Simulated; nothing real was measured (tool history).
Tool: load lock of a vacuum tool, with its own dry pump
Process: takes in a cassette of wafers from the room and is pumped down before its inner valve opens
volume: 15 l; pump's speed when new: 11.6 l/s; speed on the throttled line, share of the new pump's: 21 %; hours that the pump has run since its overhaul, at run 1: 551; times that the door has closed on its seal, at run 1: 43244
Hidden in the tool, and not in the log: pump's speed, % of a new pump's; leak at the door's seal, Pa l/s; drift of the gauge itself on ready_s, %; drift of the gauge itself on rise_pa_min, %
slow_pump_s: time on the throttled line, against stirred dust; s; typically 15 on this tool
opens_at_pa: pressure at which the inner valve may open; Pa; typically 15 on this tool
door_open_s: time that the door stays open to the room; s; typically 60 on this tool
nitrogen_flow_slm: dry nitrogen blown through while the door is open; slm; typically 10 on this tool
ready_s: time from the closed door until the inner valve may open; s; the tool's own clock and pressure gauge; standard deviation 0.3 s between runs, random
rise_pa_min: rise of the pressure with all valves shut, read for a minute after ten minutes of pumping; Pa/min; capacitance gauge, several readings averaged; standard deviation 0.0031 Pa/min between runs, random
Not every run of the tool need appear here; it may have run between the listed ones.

run    hour  slow_pump_s  opens_at_pa  door_open_s  nitrogen_flow_slm  hours that the pump has run since its overhaul  times that the door has closed on its seal  incoming humidity of the room's air, %  ready_s  rise_pa_min
  1       0           15           15           60                 10                                             551                                       43244                                    42.3     23.1        0.377
  2    74.7           15           15           60                 10                                             626                                       43607                                      45     23.3        0.384
  3   163.2           15           15           60                 10                                             714                                       44038                                    42.9     23.5        0.379
  4   276.9           15           15           60                 10                                             828                                       44592                                    42.9     23.4        0.385
  5   441.8           15           15           60                 10                                             993                                       45395                                    44.6     23.3        0.409
  6   548.8           15           15           60                 10                                            1100                                       45916                                    45.3     23.6        0.407
  7   694.2           15           15           60                 10                                            1245                                       46624                                    43.6     23.5        0.411
  8   833.7           15           15           60                 31                                            1385                                       47303                                    48.6     23.9          0.4
  9     913           15           20           77                 10                                            1464                                       47689                                    45.3     23.2        0.439
 10    1043           15           20           77                 10                                            1594                                       48322                                    44.5     22.8        0.438
 11  1179.5           15           20           77                 10                                            1730                                       48987                                      46     22.6        0.457
 12  1304.4           19           20           77                  5                                            1855                                       49595                                    48.3     26.1        0.471
 13  1443.5           28           28          191                 10                                            1994                                       50272                                    47.1     32.5        0.497
 14    1589            9           28          191                  5                                            2140                                       50981                                    41.7     17.9        0.512
 15  1750.3            8           13           60                 11                                            2301                                       51767                                    44.3     18.3        0.479
 16  1852.4           15           19           52                 10                                            2403                                       52264                                    46.4     23.2        0.477

Alternative continuations, all from the tool just after run 16; predict every row:
  A  1931.4            9           15           52                 10                                            2482                                       52648                                    46.2        ?            ?
  B  1931.4           18           16           52                  6                                            2482                                       52648                                    47.8        ?            ?
  C  1931.4           10           19          183                 10                                            2482                                       52648                                    43.9        ?            ?

run  ready_s  rise_pa_min
  A     18.9         0.49
  B     25.7        0.497
  C     19.6        0.517
With no hidden state in the tool, these same runs would have given:
run  ready_s  rise_pa_min
  A     18.5        0.078
  B     25.4        0.088
  C     19.2        0.109

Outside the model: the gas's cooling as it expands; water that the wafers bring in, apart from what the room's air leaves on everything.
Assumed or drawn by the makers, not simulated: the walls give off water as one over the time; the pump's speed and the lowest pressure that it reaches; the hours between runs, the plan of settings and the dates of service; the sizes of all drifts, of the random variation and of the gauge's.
